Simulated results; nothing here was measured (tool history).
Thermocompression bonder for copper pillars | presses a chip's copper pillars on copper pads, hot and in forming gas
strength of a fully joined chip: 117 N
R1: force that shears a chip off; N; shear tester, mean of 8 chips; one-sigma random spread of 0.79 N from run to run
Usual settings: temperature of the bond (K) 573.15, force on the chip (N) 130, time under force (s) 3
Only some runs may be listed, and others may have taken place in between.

Run 1, day 0: usual settings. Result: R1 60.7 N.
Run 2, day 1.717: usual settings but force on the chip (N) 188. Result: R1 74.8 N.
Run 3, day 3.158: usual settings but force on the chip (N) 188. Result: R1 75.4 N.
Run 4, day 4.062: usual settings but force on the chip (N) 188. Result: R1 76.9 N.
Run 5, day 5.117: usual settings but time under force (s) 5. Result: R1 72.9 N.
Run 6, day 7.042: usual settings but time under force (s) 5. Result: R1 70.2 N.
Run 7, day 8.946: usual settings but force on the chip (N) 132. Result: R1 60.7 N.
Run 8, day 10.096: usual settings but force on the chip (N) 132. Result: R1 61.3 N.
Run 9, day 11.55: usual settings but force on the chip (N) 132. Result: R1 63.5 N.
Run 10, day 12.829: usual settings but force on the chip (N) 132. Result: R1 60.6 N.
Run 11, day 13.942: usual settings but time under force (s) 2. Result: R1 53.1 N.
Run 12, day 15.825: usual settings but time under force (s) 2. Result: R1 52.6 N.
Run 13, day 17.371: usual settings but time under force (s) 2. Result: R1 52.9 N.
Run 14, day 19.217: usual settings but time under force (s) 2. Result: R1 51.9 N.
Run 15, day 21.312: usual settings but time under force (s) 2. Result: R1 52.5 N.
Run 16, day 23.217: usual settings but force on the chip (N) 136. Result: R1 63.1 N.
Run 17, day 24.592: usual settings but force on the chip (N) 136. Result: R1 62.1 N.
Run 18, day 26.654: usual settings but force on the chip (N) 136. Result: R1 62.4 N.
Run 19, day 28.833: usual settings. Result: R1 59.8 N.
Run 20, day 30.821: usual settings. Result: R1 60.5 N.
Run 21, day 32.525: usual settings. Result: R1 60 N.
Run 22, day 34.433: usual settings. Result: R1 61.3 N.
Run 23, day 36.112: usual settings but temperature of the bond (K) 579.15, force on the chip (N) 102. Result: R1 54.7 N.
Run 24, day 37.375: usual settings but temperature of the bond (K) 579.15, force on the chip (N) 102. Result: R1 54.6 N.
Run 25, day 38.633: usual settings but temperature of the bond (K) 579.15, force on the chip (N) 102. Result: R1 55.9 N.
Run 26, day 40.183: usual settings but temperature of the bond (K) 587.15, force on the chip (N) 121, time under force (s) 5. Result: R1 77.9 N.
Run 27, day 41.646: usual settings but temperature of the bond (K) 600.15, force on the chip (N) 138. Result: R1 83.4 N.
Run 28, day 42.879: usual settings but temperature of the bond (K) 600.15, force on the chip (N) 121, time under force (s) 4. Result: R1 81.8 N.
Run 29, day 44.417: usual settings but temperature of the bond (K) 570.15, force on the chip (N) 144, time under force (s) 4. Result: R1 69.6 N.
Run 30, day 45.338: usual settings but temperature of the bond (K) 570.15, force on the chip (N) 144, time under force (s) 4. Result: R1 67.1 N.
Run 31, day 47.383: usual settings but temperature of the bond (K) 568.15. Result: R1 56.5 N.
Run 32, day 48.329: usual settings but temperature of the bond (K) 576.15, force on the chip (N) 137, time under force (s) 8. Result: R1 85.7 N.
Run 33, day 49.258: usual settings but temperature of the bond (K) 568.15, time under force (s) 4. Result: R1 61.8 N.
Run 34, day 50.412: usual settings but temperature of the bond (K) 563.15, force on the chip (N) 108, time under force (s) 4. Result: R1 52.4 N.
Run 35, day 52.692: usual settings but temperature of the bond (K) 555.15, force on the chip (N) 178, time under force (s) 8. Result: R1 82 N.
Run 36, day 54.083: usual settings but temperature of the bond (K) 549.15, force on the chip (N) 139, time under force (s) 5. Result: R1 55 N.
Run 37, day 55.921: usual settings but temperature of the bond (K) 596.15, force on the chip (N) 157, time under force (s) 4. Result: R1 90 N.
Run 38, day 57.375: usual settings but temperature of the bond (K) 569.15, force on the chip (N) 115, time under force (s) 2. Result: R1 46 N.

Put back what was entered between runs (9 entries, withheld): which listed runs does each sit between, and how does the hidden state differ from the listed run before to the listed run after?
Logged between run 2 and run 3: forming gas filter changed (day 2.358)
  oxide that the forming gas leaves, % of the face: 0.87 -> 0.55
Logged between run 8 and run 9: forming gas filter changed (day 11.067)
  oxide that the forming gas leaves, % of the face: 0.84 -> 0.53
Logged between run 14 and run 15: forming gas filter changed (day 19.85)
  oxide that the forming gas leaves, % of the face: 0.87 -> 0.57
Logged between run 15 and run 16: force cell calibrated (day 22.529)
  force that reaches the chip, % of what is set: 100.3 -> 100; oxide that the forming gas leaves, % of the face: 0.57 -> 0.66
Logged between run 18 and run 19: forming gas filter changed (day 28.575)
  oxide that the forming gas leaves, % of the face: 0.8 -> 0.51
Logged between run 23 and run 24: forming gas filter changed (day 37.325)
  oxide that the forming gas leaves, % of the face: 0.83 -> 0.5
Logged between run 30 and run 31: forming gas filter changed (day 46.142)
  oxide that the forming gas leaves, % of the face: 0.85 -> 0.56
Logged between run 34 and run 35: heater calibrated with a thermocouple chip (day 50.896)
  true temperature of the bond over the reading, C: -0.5 -> 0; oxide that the forming gas leaves, % of the face: 0.69 -> 0.8
Logged between run 36 and run 37: forming gas filter changed (day 55.058)
  oxide that the forming gas leaves, % of the face: 0.86 -> 0.54
